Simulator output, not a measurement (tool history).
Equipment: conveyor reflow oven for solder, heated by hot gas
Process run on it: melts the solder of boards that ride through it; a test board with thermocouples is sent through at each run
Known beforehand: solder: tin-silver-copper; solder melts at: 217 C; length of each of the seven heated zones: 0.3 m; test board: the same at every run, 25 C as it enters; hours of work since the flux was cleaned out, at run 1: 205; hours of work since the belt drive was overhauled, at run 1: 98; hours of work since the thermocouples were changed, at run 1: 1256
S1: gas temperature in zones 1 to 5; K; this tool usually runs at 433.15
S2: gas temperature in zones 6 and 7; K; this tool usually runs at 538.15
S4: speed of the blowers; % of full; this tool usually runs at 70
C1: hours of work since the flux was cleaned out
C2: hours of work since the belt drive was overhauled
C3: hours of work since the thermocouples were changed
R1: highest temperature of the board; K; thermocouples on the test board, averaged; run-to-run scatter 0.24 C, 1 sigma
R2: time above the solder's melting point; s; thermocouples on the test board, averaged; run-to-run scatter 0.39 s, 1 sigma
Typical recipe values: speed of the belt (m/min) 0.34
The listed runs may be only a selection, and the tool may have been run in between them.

run 1 day=0 | S1=433.15 S2=538.15 speed_of_the_belt_(m/min)=0.34 S4=70 | C1=205 C2=98 C3=1256 | R1=524.15 R2=71.5
run 2 day=1.092 | S1=433.15 S2=538.15 speed_of_the_belt_(m/min)=0.285 S4=70 | C1=223 C2=116 C3=1275 | R1=529.75 R2=94.9
run 3 day=2.188 | S1=433.15 S2=538.15 speed_of_the_belt_(m/min)=0.285 S4=70 | C1=242 C2=135 C3=1293 | R1=529.25 R2=93.8
run 4 day=2.979 | S1=433.15 S2=538.15 speed_of_the_belt_(m/min)=0.285 S4=70 | C1=256 C2=149 C3=1307 | R1=529.55 R2=94.2
run 5 day=4.262 | S1=433.15 S2=538.15 speed_of_the_belt_(m/min)=0.34 S4=70 | C1=278 C2=171 C3=1329 | R1=523.65 R2=70.9
run 6 day=6.067 | S1=433.15 S2=538.15 speed_of_the_belt_(m/min)=0.307 S4=70 | C1=308 C2=201 C3=1360 | R1=526.85 R2=83.9
run 7 day=6.8 | S1=433.15 S2=538.15 speed_of_the_belt_(m/min)=0.307 S4=70 | C1=321 C2=214 C3=1372 | R1=526.75 R2=83.1
run 8 day=8.112 | S1=433.15 S2=538.15 speed_of_the_belt_(m/min)=0.34 S4=70 | C1=343 C2=236 C3=1395 | R1=522.75 R2=69.8
run 9 day=9.354 | S1=444.15 S2=538.15 speed_of_the_belt_(m/min)=0.34 S4=70 | C1=365 C2=258 C3=1416 | R1=525.55 R2=76.8
run 10 day=10.75 | S1=422.15 S2=538.15 speed_of_the_belt_(m/min)=0.34 S4=70 | C1=389 C2=281 C3=1440 | R1=520.85 R2=63.1
-- day=11.95 thermocouples of zones 6 and 7 changed
run 11 day=12.067 | S1=422.15 S2=538.15 speed_of_the_belt_(m/min)=0.34 S4=70 | C1=410 C2=302 C3=2 | R1=517.15 R2=57.6
run 12 day=13.175 | S1=433.15 S2=538.15 speed_of_the_belt_(m/min)=0.34 S4=70 | C1=429 C2=321 C3=21 | R1=518.85 R2=65.3
run 13 day=14.367 | S1=433.15 S2=538.15 speed_of_the_belt_(m/min)=0.34 S4=70 | C1=449 C2=342 C3=41 | R1=518.15 R2=65.2
run 14 day=15.408 | S1=433.15 S2=538.15 speed_of_the_belt_(m/min)=0.34 S4=70 | C1=467 C2=360 C3=59 | R1=518.75 R2=65
run 15 day=16.6 | S1=433.15 S2=538.15 speed_of_the_belt_(m/min)=0.34 S4=70 | C1=487 C2=380 C3=79 | R1=518.05 R2=64.1
-- day=17.425 flux residue cleaned out of gas plates and filters
run 16 day=17.812 | S1=433.15 S2=538.15 speed_of_the_belt_(m/min)=0.34 S4=53 | C1=7 C2=397 C3=97 | R1=520.15 R2=66.7
run 17 day=18.817 | S1=433.15 S2=538.15 speed_of_the_belt_(m/min)=0.29 S4=74 | C1=24 C2=414 C3=114 | R1=528.35 R2=92.9
run 18 day=20.067 | S1=433.15 S2=538.15 speed_of_the_belt_(m/min)=0.29 S4=74 | C1=45 C2=436 C3=135 | R1=528.45 R2=92
run 19 day=20.929 | S1=444.15 S2=538.15 speed_of_the_belt_(m/min)=0.34 S4=64 | C1=60 C2=450 C3=150 | R1=523.85 R2=76.9
run 20 day=22.196 | S1=439.15 S2=532.15 speed_of_the_belt_(m/min)=0.397 S4=59 | C1=81 C2=472 C3=171 | R1=511.35 R2=47.8
run 21 day=23.192 | S1=426.15 S2=532.15 speed_of_the_belt_(m/min)=0.292 S4=74 | C1=99 C2=489 C3=189 | R1=521.55 R2=81.7
run 22 day=24.579 | S1=433.15 S2=540.15 speed_of_the_belt_(m/min)=0.404 S4=71 | C1=122 C2=513 C3=212 | R1=517.65 R2=53.2
run 23 day=25.575 | S1=433.15 S2=540.15 speed_of_the_belt_(m/min)=0.404 S4=71 | C1=139 C2=530 C3=229 | R1=518.05 R2=52.5
run 24 day=26.85 | S1=433.15 S2=538.15 speed_of_the_belt_(m/min)=0.34 S4=69 | C1=161 C2=552 C3=251 | R1=521.85 R2=70.5
run 25 day=28.371 | S1=433.15 S2=538.15 speed_of_the_belt_(m/min)=0.34 S4=69 | C1=187 C2=578 C3=277 | R1=522.15 R2=70.1
run 26 day=29.529 | S1=419.15 S2=548.15 speed_of_the_belt_(m/min)=0.34 S4=69 | C1=207 C2=597 C3=297 | R1=527.65 R2=70.5
run 27 day=30.35 | S1=437.15 S2=539.15 speed_of_the_belt_(m/min)=0.387 S4=69 | C1=221 C2=611 C3=311 | R1=518.45 R2=57.8
run 28 day=31.196 | S1=433.15 S2=530.15 speed_of_the_belt_(m/min)=0.34 S4=70 | C1=235 C2=626 C3=325 | R1=514.45 R2=61.5
run 29 day=32.104 | S1=433.15 S2=530.15 speed_of_the_belt_(m/min)=0.34 S4=70 | C1=251 C2=641 C3=341 | R1=514.65 R2=60.4
run 30 day=33.454 | S1=433.15 S2=530.15 speed_of_the_belt_(m/min)=0.34 S4=70 | C1=274 C2=664 C3=364 | R1=514.45 R2=61.2
run 31 day=34.9 | S1=433.15 S2=547.15 speed_of_the_belt_(m/min)=0.294 S4=74 | C1=299 C2=689 C3=389 | R1=534.75 R2=96.3

Hidden condition of the tool, last listed run before each entry between runs versus first listed run after:
In the gap between runs 10 and 11: thermocouples of zones 6 and 7 changed (day 11.95)
  heat that the gas passes to the board, % of a clean oven's: 85.5 -> 84.7; belt's true speed, % of the reading: 99.67 -> 99.65; true gas temperature in zones 6 and 7 over the reading, C: 4.24 -> 0.29
  measured result minus the result with no hidden state, R1: -0.6 -> -4.3 K; R2: -2.3 -> -6.7 s
In the gap between runs 15 and 16: flux residue cleaned out of gas plates and filters (day 17.425)
  heat that the gas passes to the board, % of a clean oven's: 82 -> 99.2; belt's true speed, % of the reading: 99.54 -> 99.51; true gas temperature in zones 6 and 7 over the reading, C: 0.52 -> 0.56
  measured result minus the result with no hidden state, R1: -4.5 -> +0.5 K; R2: -7 -> +0.9 s
